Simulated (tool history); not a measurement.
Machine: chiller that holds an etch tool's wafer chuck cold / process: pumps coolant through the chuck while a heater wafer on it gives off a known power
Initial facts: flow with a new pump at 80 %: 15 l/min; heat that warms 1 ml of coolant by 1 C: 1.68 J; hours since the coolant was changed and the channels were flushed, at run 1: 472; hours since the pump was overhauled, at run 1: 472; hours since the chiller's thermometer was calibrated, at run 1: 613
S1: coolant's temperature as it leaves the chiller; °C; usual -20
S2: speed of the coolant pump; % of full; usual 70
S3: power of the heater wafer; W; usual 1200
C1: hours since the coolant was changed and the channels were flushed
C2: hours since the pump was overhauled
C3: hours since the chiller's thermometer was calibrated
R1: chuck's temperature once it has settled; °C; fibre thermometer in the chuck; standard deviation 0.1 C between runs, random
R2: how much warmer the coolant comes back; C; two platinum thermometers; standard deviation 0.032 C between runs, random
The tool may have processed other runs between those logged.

{"run": 1, "hour": 0.0, "S1": -20, "S2": 70, "S3": 1200, "C1": 472, "C2": 472, "C3": 613, "R1": -12, "R2": 3.35}
{"run": 2, "hour": 84.8, "S1": -20, "S2": 83, "S3": 1200, "C1": 557, "C2": 557, "C3": 698, "R1": -13.2, "R2": 2.72}
{"run": 3, "hour": 185.7, "S1": -20, "S2": 83, "S3": 1200, "C1": 658, "C2": 658, "C3": 799, "R1": -13.3, "R2": 2.68}
{"run": 4, "hour": 245.6, "S1": -20, "S2": 70, "S3": 1200, "C1": 718, "C2": 718, "C3": 859, "R1": -12, "R2": 3.22}
{"run": 5, "hour": 340.4, "S1": -20, "S2": 70, "S3": 1200, "C1": 813, "C2": 813, "C3": 953, "R1": -12, "R2": 3.18}
{"run": 6, "hour": 439.7, "S1": -20, "S2": 70, "S3": 1200, "C1": 912, "C2": 912, "C3": 1053, "R1": -12, "R2": 3.11}
{"run": 7, "hour": 504.1, "S1": -20, "S2": 70, "S3": 1200, "C1": 976, "C2": 976, "C3": 1117, "R1": -11.8, "R2": 3.01}
{"run": 8, "hour": 571.9, "S1": -20, "S2": 70, "S3": 1200, "C1": 1044, "C2": 1044, "C3": 1185, "R1": -12.1, "R2": 3.1}
{"run": 9, "hour": 667.0, "S1": -17, "S2": 70, "S3": 1200, "C1": 1139, "C2": 1139, "C3": 1280, "R1": -9.1, "R2": 3.07}
{"run": 10, "hour": 710.2, "S1": -17, "S2": 70, "S3": 1200, "C1": 1183, "C2": 1183, "C3": 1323, "R1": -9, "R2": 3.01}
{"run": 11, "hour": 769.0, "S1": -20, "S2": 70, "S3": 1200, "C1": 1241, "C2": 1241, "C3": 1382, "R1": -12, "R2": 3}
{"run": 12, "hour": 855.1, "S1": -20, "S2": 70, "S3": 1200, "C1": 1327, "C2": 1327, "C3": 1468, "R1": -12, "R2": 2.91}
{"hour": 949.3, "done": "gauge calibrated"}
{"run": 13, "hour": 957.6, "S1": -20, "S2": 70, "S3": 1200, "C1": 1430, "C2": 1430, "C3": 1571, "R1": -11.9, "R2": 3.38}
{"run": 14, "hour": 1025.1, "S1": -20, "S2": 70, "S3": 1528, "C1": 1497, "C2": 1497, "C3": 1638, "R1": -9.9, "R2": 4.11}
{"run": 15, "hour": 1104.8, "S1": -20, "S2": 70, "S3": 1528, "C1": 1577, "C2": 1577, "C3": 1718, "R1": -9.9, "R2": 4.21}
{"run": 16, "hour": 1204.6, "S1": -20, "S2": 70, "S3": 1528, "C1": 1677, "C2": 1677, "C3": 1818, "R1": -9.9, "R2": 4.16}
{"run": 17, "hour": 1276.7, "S1": -20, "S2": 70, "S3": 1528, "C1": 1749, "C2": 1749, "C3": 1890, "R1": -9.8, "R2": 4.14}
{"run": 18, "hour": 1337.4, "S1": -22, "S2": 67, "S3": 1453, "C1": 1810, "C2": 1810, "C3": 1950, "R1": -11.9, "R2": 4.06}
{"run": 19, "hour": 1391.4, "S1": -22, "S2": 67, "S3": 1453, "C1": 1864, "C2": 1864, "C3": 2004, "R1": -12, "R2": 4}
{"run": 20, "hour": 1450.9, "S1": -22, "S2": 67, "S3": 1453, "C1": 1923, "C2": 1923, "C3": 2064, "R1": -11.8, "R2": 3.96}
{"run": 21, "hour": 1531.7, "S1": -30, "S2": 87, "S3": 1460, "C1": 2004, "C2": 2004, "C3": 2145, "R1": -22.1, "R2": 2.9}
{"run": 22, "hour": 1619.3, "S1": -30, "S2": 87, "S3": 1460, "C1": 2092, "C2": 2092, "C3": 2232, "R1": -22, "R2": 2.9}
{"run": 23, "hour": 1695.3, "S1": -30, "S2": 72, "S3": 1460, "C1": 2168, "C2": 2168, "C3": 2308, "R1": -20.6, "R2": 3.58}
{"run": 24, "hour": 1797.1, "S1": -30, "S2": 72, "S3": 1460, "C1": 2270, "C2": 2270, "C3": 2410, "R1": -20.4, "R2": 3.58}
{"run": 25, "hour": 1840.3, "S1": -30, "S2": 90, "S3": 606, "C1": 2313, "C2": 2313, "C3": 2453, "R1": -26.8, "R2": 0.91}
{"run": 26, "hour": 1923.5, "S1": -28, "S2": 75, "S3": 1324, "C1": 2396, "C2": 2396, "C3": 2536, "R1": -19.7, "R2": 2.97}
{"run": 27, "hour": 1972.9, "S1": -14, "S2": 68, "S3": 1200, "C1": 2445, "C2": 2445, "C3": 2586, "R1": -5.9, "R2": 2.92}
{"run": 28, "hour": 2055.7, "S1": -20, "S2": 75, "S3": 773, "C1": 2528, "C2": 2528, "C3": 2669, "R1": -15.2, "R2": 1.56}
{"run": 29, "hour": 2111.4, "S1": -18, "S2": 70, "S3": 989, "C1": 2584, "C2": 2584, "C3": 2724, "R1": -11.4, "R2": 2.28}
{"run": 30, "hour": 2176.4, "S1": -25, "S2": 87, "S3": 790, "C1": 2649, "C2": 2649, "C3": 2789, "R1": -20.6, "R2": 1.18}
{"run": 31, "hour": 2219.8, "S1": -20, "S2": 70, "S3": 904, "C1": 2692, "C2": 2692, "C3": 2833, "R1": -13.8, "R2": 1.98}
{"run": 32, "hour": 2299.6, "S1": -20, "S2": 73, "S3": 1329, "C1": 2772, "C2": 2772, "C3": 2913, "R1": -11.4, "R2": 2.98}

3 ways to go on from here, each from the tool as it stands after run 32. What would each give?
{"run": "A", "hour": 2355.1, "S1": -18, "S2": 93, "S3": 1200, "C1": 2828, "C2": 2828, "C3": 2968, "R1": "?", "R2": "?"}
{"run": "B", "hour": 2355.1, "S1": -14, "S2": 73, "S3": 1329, "C1": 2828, "C2": 2828, "C3": 2968, "R1": "?", "R2": "?"}
{"run": "C", "hour": 2355.1, "S1": -14, "S2": 84, "S3": 1509, "C1": 2828, "C2": 2828, "C3": 2968, "R1": "?", "R2": "?"}

run=A R1=-11.9 R2=1.79
run=B R1=-5.4 R2=2.94
run=C R1=-5.5 R2=2.86
What these runs would have given with no unlogged condition in the tool:
run=A R1=-12 R2=2.39
run=B R1=-5.5 R2=3.54
run=C R1=-5.5 R2=3.46
